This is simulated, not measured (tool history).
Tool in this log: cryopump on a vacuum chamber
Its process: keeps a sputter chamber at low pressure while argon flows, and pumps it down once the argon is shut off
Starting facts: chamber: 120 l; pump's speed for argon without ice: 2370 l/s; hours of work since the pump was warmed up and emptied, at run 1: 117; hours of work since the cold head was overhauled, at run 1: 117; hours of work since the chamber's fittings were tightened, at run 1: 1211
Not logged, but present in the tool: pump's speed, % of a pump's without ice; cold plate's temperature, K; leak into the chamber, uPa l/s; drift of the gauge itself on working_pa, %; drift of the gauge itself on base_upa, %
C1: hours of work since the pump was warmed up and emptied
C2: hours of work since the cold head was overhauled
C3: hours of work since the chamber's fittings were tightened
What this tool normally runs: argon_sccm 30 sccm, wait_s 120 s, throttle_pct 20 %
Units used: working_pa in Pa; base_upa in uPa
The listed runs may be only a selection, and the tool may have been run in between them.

{"run": 1, "hour": 0.0, "argon_sccm": 30, "wait_s": 120, "throttle_pct": 20, "C1": 117, "C2": 117, "C3": 1211, "working_pa": 0.1074, "base_upa": 0.75}
{"run": 2, "hour": 46.6, "argon_sccm": 30, "wait_s": 120, "throttle_pct": 20, "C1": 138, "C2": 138, "C3": 1232, "working_pa": 0.108, "base_upa": 0.74}
{"run": 3, "hour": 97.0, "argon_sccm": 26, "wait_s": 120, "throttle_pct": 20, "C1": 161, "C2": 161, "C3": 1255, "working_pa": 0.0944, "base_upa": 0.78}
{"run": 4, "hour": 139.3, "argon_sccm": 30, "wait_s": 27, "throttle_pct": 20, "C1": 181, "C2": 181, "C3": 1275, "working_pa": 0.1083, "base_upa": 2.4}
{"run": 5, "hour": 228.7, "argon_sccm": 30, "wait_s": 27, "throttle_pct": 29, "C1": 222, "C2": 222, "C3": 1316, "working_pa": 0.0754, "base_upa": 2.42}
{"run": 6, "hour": 273.3, "argon_sccm": 30, "wait_s": 69, "throttle_pct": 20, "C1": 242, "C2": 242, "C3": 1336, "working_pa": 0.109, "base_upa": 1.08}
{"run": 7, "hour": 375.7, "argon_sccm": 30, "wait_s": 56, "throttle_pct": 20, "C1": 289, "C2": 289, "C3": 1383, "working_pa": 0.1093, "base_upa": 1.4}
{"run": 8, "hour": 460.8, "argon_sccm": 30, "wait_s": 56, "throttle_pct": 20, "C1": 328, "C2": 328, "C3": 1422, "working_pa": 0.109, "base_upa": 1.31}
{"run": 9, "hour": 514.5, "argon_sccm": 22, "wait_s": 120, "throttle_pct": 20, "C1": 353, "C2": 353, "C3": 1447, "working_pa": 0.0804, "base_upa": 0.79}
{"run": 10, "hour": 590.6, "argon_sccm": 22, "wait_s": 120, "throttle_pct": 20, "C1": 388, "C2": 388, "C3": 1482, "working_pa": 0.0804, "base_upa": 0.82}
{"run": 11, "hour": 656.3, "argon_sccm": 22, "wait_s": 120, "throttle_pct": 20, "C1": 418, "C2": 418, "C3": 1512, "working_pa": 0.0805, "base_upa": 0.86}
{"run": 12, "hour": 731.0, "argon_sccm": 21, "wait_s": 120, "throttle_pct": 20, "C1": 452, "C2": 452, "C3": 1546, "working_pa": 0.0777, "base_upa": 0.81}
{"run": 13, "hour": 785.2, "argon_sccm": 30, "wait_s": 102, "throttle_pct": 20, "C1": 477, "C2": 477, "C3": 1571, "working_pa": 0.1102, "base_upa": 0.91}
{"run": 14, "hour": 852.9, "argon_sccm": 30, "wait_s": 102, "throttle_pct": 20, "C1": 508, "C2": 508, "C3": 1602, "working_pa": 0.1118, "base_upa": 0.92}
{"run": 15, "hour": 911.1, "argon_sccm": 30, "wait_s": 102, "throttle_pct": 20, "C1": 535, "C2": 535, "C3": 1629, "working_pa": 0.1115, "base_upa": 0.93}
{"run": 16, "hour": 973.8, "argon_sccm": 48, "wait_s": 33, "throttle_pct": 23, "C1": 564, "C2": 564, "C3": 1657, "working_pa": 0.1563, "base_upa": 2.17}

Estimate the outcome of run 17 from the log above:
{"run": 17, "hour": 1027.6, "argon_sccm": 14, "wait_s": 182, "throttle_pct": 28, "C1": 588, "C2": 588, "C3": 1682, "working_pa": "?", "base_upa": "?"}

working_pa: 0.0374 Pa
base_upa: 0.66 uPa
The same run, on a tool lacking any hidden state, would have yielded working_pa 0.0352 Pa, base_upa 0.4 uPa.
